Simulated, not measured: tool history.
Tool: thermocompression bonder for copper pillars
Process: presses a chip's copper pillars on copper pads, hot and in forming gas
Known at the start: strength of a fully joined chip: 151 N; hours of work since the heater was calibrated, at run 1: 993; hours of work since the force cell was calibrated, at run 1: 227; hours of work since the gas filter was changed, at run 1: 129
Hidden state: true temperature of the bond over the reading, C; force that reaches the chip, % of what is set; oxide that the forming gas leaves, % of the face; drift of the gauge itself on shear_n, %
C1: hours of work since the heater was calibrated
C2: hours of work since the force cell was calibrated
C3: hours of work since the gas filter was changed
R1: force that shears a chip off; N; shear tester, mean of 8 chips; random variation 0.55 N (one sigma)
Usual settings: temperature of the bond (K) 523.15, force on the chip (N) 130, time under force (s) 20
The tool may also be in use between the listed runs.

Run 1, hour 0: usual settings; C1 993; C2 227; C3 129. Result: R1 96.5 N.
At hour 13.8: heater calibrated with a thermocouple chip.
Run 2, hour 26: usual settings; C1 7; C2 240; C3 142. Result: R1 95.7 N.
Run 3, hour 42.6: usual settings; C1 16; C2 249; C3 151. Result: R1 95.4 N.
Run 4, hour 58.5: usual settings; C1 25; C2 258; C3 160. Result: R1 95.8 N.
Run 5, hour 78.8: usual settings; C1 36; C2 269; C3 171. Result: R1 96.5 N.
Run 6, hour 106.9: usual settings; C1 52; C2 285; C3 187. Result: R1 96.4 N.
Run 7, hour 137.5: usual settings; C1 68; C2 302; C3 204. Result: R1 97.4 N.
Run 8, hour 153.2: usual settings but temperature of the bond (K) 546.15; C1 77; C2 310; C3 212. Result: R1 116 N.
At hour 162.7: forming gas filter changed.
Run 9, hour 177.5: usual settings; C1 90; C2 324; C3 8. Result: R1 96.8 N.
Run 10, hour 203.2: usual settings but force on the chip (N) 129; C1 105; C2 338; C3 22. Result: R1 96.4 N.
Run 11, hour 231.6: usual settings but force on the chip (N) 129; C1 120; C2 354; C3 38. Result: R1 97 N.
Run 12, hour 245.6: usual settings but temperature of the bond (K) 525.15, force on the chip (N) 129; C1 128; C2 361; C3 46. Result: R1 99.4 N.
Run 13, hour 269.9: usual settings but temperature of the bond (K) 529.15, force on the chip (N) 129; C1 141; C2 375; C3 59. Result: R1 103 N.
Run 14, hour 291: usual settings but temperature of the bond (K) 529.15, force on the chip (N) 129; C1 153; C2 386; C3 71. Result: R1 102.2 N.
Run 15, hour 320.2: usual settings but temperature of the bond (K) 529.15, force on the chip (N) 129; C1 169; C2 403; C3 87. Result: R1 102.7 N.
Run 16, hour 347.9: usual settings but temperature of the bond (K) 529.15, force on the chip (N) 129; C1 185; C2 418; C3 102. Result: R1 102.5 N.
At hour 364.3: gauge calibrated.
Run 17, hour 376: usual settings but temperature of the bond (K) 529.15, force on the chip (N) 129; C1 200; C2 433; C3 118. Result: R1 99.8 N.
Run 18, hour 399: usual settings but temperature of the bond (K) 537.15; C1 213; C2 446; C3 131. Result: R1 108.2 N.
Run 19, hour 421.4: usual settings but temperature of the bond (K) 537.15; C1 225; C2 459; C3 143. Result: R1 109 N.
Run 20, hour 435.6: usual settings but temperature of the bond (K) 537.15; C1 233; C2 466; C3 151. Result: R1 108.2 N.
Run 21, hour 458.9: usual settings but temperature of the bond (K) 537.15; C1 246; C2 479; C3 164. Result: R1 107.9 N.
Run 22, hour 490.6: usual settings but temperature of the bond (K) 504.15, force on the chip (N) 100; C1 264; C2 497; C3 181. Result: R1 62.8 N.
Run 23, hour 506.1: usual settings but temperature of the bond (K) 504.15, force on the chip (N) 100, time under force (s) 59; C1 272; C2 505; C3 190. Result: R1 91.4 N.
Run 24, hour 527.9: usual settings but temperature of the bond (K) 526.15, force on the chip (N) 79, time under force (s) 26; C1 284; C2 517; C3 202. Result: R1 73.4 N.
Run 25, hour 543: usual settings but temperature of the bond (K) 526.15, force on the chip (N) 79, time under force (s) 26; C1 293; C2 526; C3 210. Result: R1 73 N.
At hour 555.1: forming gas filter changed.
Run 26, hour 574: usual settings but temperature of the bond (K) 540.15, force on the chip (N) 84, time under force (s) 45; C1 309; C2 543; C3 10. Result: R1 104.4 N.
Run 27, hour 591.4: usual settings but temperature of the bond (K) 514.15, force on the chip (N) 134, time under force (s) 45; C1 319; C2 552; C3 20. Result: R1 114.9 N.
Run 28, hour 610.3: usual settings but temperature of the bond (K) 531.15, force on the chip (N) 154, time under force (s) 11; C1 329; C2 563; C3 31. Result: R1 100.5 N.
Run 29, hour 634.7: usual settings but temperature of the bond (K) 531.15, force on the chip (N) 154, time under force (s) 58; C1 343; C2 576; C3 44. Result: R1 138.5 N.
Run 30, hour 649.4: usual settings but temperature of the bond (K) 520.15; C1 351; C2 584; C3 52. Result: R1 95.4 N.
Run 31, hour 681.6: usual settings but temperature of the bond (K) 520.15, force on the chip (N) 101, time under force (s) 17; C1 369; C2 602; C3 70. Result: R1 73.6 N.
Run 32, hour 708.4: usual settings but temperature of the bond (K) 541.15, time under force (s) 31; C1 384; C2 617; C3 85. Result: R1 125.3 N.
At hour 725.4: gauge calibrated.
Run 33, hour 727.5: usual settings but temperature of the bond (K) 541.15, time under force (s) 31; C1 394; C2 628; C3 95. Result: R1 122.1 N.
Run 34, hour 752.9: usual settings but temperature of the bond (K) 541.15, time under force (s) 31; C1 408; C2 642; C3 109. Result: R1 121.6 N.
Run 35, hour 780.8: usual settings but force on the chip (N) 153; C1 424; C2 657; C3 125. Result: R1 107.6 N.
Run 36, hour 808.1: usual settings but temperature of the bond (K) 519.15, force on the chip (N) 153, time under force (s) 22; C1 439; C2 672; C3 140. Result: R1 107.2 N.
Run 37, hour 829.8: usual settings but temperature of the bond (K) 519.15, force on the chip (N) 153, time under force (s) 22; C1 451; C2 684; C3 152. Result: R1 106.8 N.
Run 38, hour 858.8: usual settings but temperature of the bond (K) 519.15, force on the chip (N) 153, time under force (s) 22; C1 467; C2 700; C3 168. Result: R1 106.2 N.
Run 39, hour 880.9: usual settings but temperature of the bond (K) 519.15, force on the chip (N) 153, time under force (s) 22; C1 479; C2 712; C3 180. Result: R1 106.9 N.
Run 40, hour 910.4: usual settings but temperature of the bond (K) 519.15, force on the chip (N) 153, time under force (s) 22; C1 496; C2 729; C3 197. Result: R1 107.8 N.

Some steps in R1 between neighbouring runs. How much of each would the tool show without its hidden state too (settings, what came in, random variation), and how much is left for the hidden state, with any gauge scatter that isn't in both results?
Run 16 -> 17: gauge calibrated. R1 -2.7 N: hidden state -2.7, all else +0.
Run 21 -> 22: temperature of the bond (K) 537.15 -> 504.15, force on the chip (N) 130 -> 100. R1 -45.1 N: hidden state -0.2, all else -44.9.
Run 29 -> 30: temperature of the bond (K) 531.15 -> 520.15, force on the chip (N) 154 -> 130, time under force (s) 58 -> 20. R1 -43.1 N: hidden state -0.7, all else -42.4.
Run 31 -> 32: temperature of the bond (K) 520.15 -> 541.15, force on the chip (N) 101 -> 130, time under force (s) 17 -> 31. R1 +51.7 N: hidden state +1.4, all else +50.3.
Run 32 -> 33: gauge calibrated. R1 -3.2 N: hidden state -3.3, all else +0.1.
